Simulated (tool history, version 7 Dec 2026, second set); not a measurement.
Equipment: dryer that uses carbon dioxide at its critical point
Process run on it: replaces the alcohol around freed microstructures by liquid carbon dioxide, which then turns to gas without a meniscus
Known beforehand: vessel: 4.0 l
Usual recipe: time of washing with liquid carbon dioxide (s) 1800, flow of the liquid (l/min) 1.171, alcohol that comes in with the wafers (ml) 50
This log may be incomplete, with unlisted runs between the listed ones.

| run | hour | time of washing with liquid carbon dioxide (s) | flow of the liquid (l/min) | alcohol that comes in with the wafers (ml) | alcohol left in the vessel before it's heated (ppm by volume) |
|---|---|---|---|---|---|
| 1 | 0.0 | 1800 | 1.171 | 50 | 103 |
| 2 | 30.6 | 1800 | 1.171 | 50 | 107 |
| 3 | 48.8 | 1680 | 1.171 | 50 | 114 |
| 4 | 69.6 | 1680 | 1.171 | 100 | 138 |
| 5 | 99.0 | 1800 | 0.830 | 50 | 203 |
| 6 | 118.7 | 2220 | 1.171 | 50 | 124 |
| 7 | 140.6 | 2220 | 1.171 | 50 | 124 |
| 8 | 166.7 | 2220 | 1.171 | 50 | 130 |
| 9 | 193.7 | 1800 | 1.171 | 88 | 161 |
| 10 | 213.3 | 1800 | 1.030 | 50 | 158 |
| 11 | 242.8 | 1800 | 1.030 | 50 | 164 |
| 12 | 274.3 | 1800 | 1.030 | 50 | 176 |
| 13 | 303.5 | 1800 | 1.171 | 50 | 164 |
| 14 | 331.2 | 1800 | 1.171 | 50 | 174 |
| 15 | 358.0 | 1800 | 1.171 | 63 | 179 |
|  | 365.3 | inlet filter changed |
| 16 | 381.7 | 1800 | 1.171 | 63 | 175 |
| 17 | 408.1 | 1800 | 1.171 | 63 | 172 |
| 18 | 432.9 | 1800 | 1.171 | 63 | 194 |
| 19 | 455.6 | 2520 | 1.171 | 50 | 185 |
| 20 | 483.5 | 1800 | 1.171 | 50 | 186 |
| 21 | 510.1 | 1800 | 0.810 | 50 | 273 |
| 22 | 531.7 | 1800 | 1.171 | 50 | 205 |
| 23 | 558.9 | 1800 | 1.171 | 50 | 205 |
| 24 | 575.0 | 1800 | 1.171 | 83 | 215 |
| 25 | 606.1 | 1800 | 1.890 | 83 | 205 |
|  | 613.8 | purifier's bed changed |
| 26 | 639.2 | 1500 | 1.890 | 65 | 14 |
| 27 | 659.9 | 1500 | 1.070 | 67 | 100 |
| 28 | 689.3 | 1440 | 1.840 | 88 | 23 |
| 29 | 711.2 | 1800 | 0.890 | 40 | 81 |
| 30 | 732.0 | 1500 | 0.890 | 49 | 197 |
| 31 | 754.7 | 2100 | 1.171 | 78 | 36 |
| 32 | 786.4 | 1260 | 0.830 | 53 | 515 |
| 33 | 804.8 | 2400 | 0.830 | 48 | 66 |
| 34 | 825.1 | 1800 | 1.171 | 20 | 51 |
| 35 | 845.3 | 1620 | 1.080 | 24 | 81 |
|  | 861.2 | inlet filter changed |
| 36 | 870.5 | 1620 | 1.080 | 24 | 69 |
| 37 | 900.8 | 1860 | 1.680 | 27 | 61 |
| 38 | 931.8 | 1860 | 1.680 | 27 | 65 |
| 39 | 955.0 | 1800 | 1.660 | 32 | 72 |
| 40 | 974.8 | 1800 | 1.660 | 32 | 76 |
| 41 | 998.2 | 1800 | 1.960 | 50 | 75 |
| 42 | 1011.0 | 1800 | 1.171 | 29 | 84 |
| 43 | 1027.2 | 2160 | 1.270 | 28 | 78 |
| 44 | 1048.8 | 2280 | 1.280 | 50 | 85 |
| 45 | 1069.6 | 1800 | 1.720 | 39 | 90 |
| 46 | 1095.6 | 1560 | 1.090 | 39 | 123 |

Results for each run, recomputed without the tool's hidden state and with each run's random variation untouched:
The hidden state here: flow that reaches the vessel past the clogged filter, %; alcohol in the recycled carbon dioxide, ppm; drift of the gauge itself on alcohol_ppm, %.
| run | alcohol left in the vessel before it's heated (ppm by volume) |
|---|---|
| 1 | 12 |
| 2 | 11 |
| 3 | 10 |
| 4 | 24 |
| 5 | 73 |
| 6 | 11 |
| 7 | 6 |
| 8 | 8 |
| 9 | 23 |
| 10 | 19 |
| 11 | 21 |
| 12 | 19 |
| 13 | 9 |
| 14 | 18 |
| 15 | 11 |
| 16 | 14 |
| 17 | 9 |
| 18 | 19 |
| 19 | 10 |
| 20 | 8 |
| 21 | 79 |
| 22 | 17 |
| 23 | 11 |
| 24 | 16 |
| 25 | 0 |
| 26 | 8 |
| 27 | 64 |
| 28 | 5 |
| 29 | 41 |
| 30 | 123 |
| 31 | 4 |
| 32 | 342 |
| 33 | 18 |
| 34 | 8 |
| 35 | 24 |
| 36 | 20 |
| 37 | 8 |
| 38 | 5 |
| 39 | 8 |
| 40 | 9 |
| 41 | 2 |
| 42 | 8 |
| 43 | 0 |
| 44 | 3 |
| 45 | 4 |
| 46 | 25 |
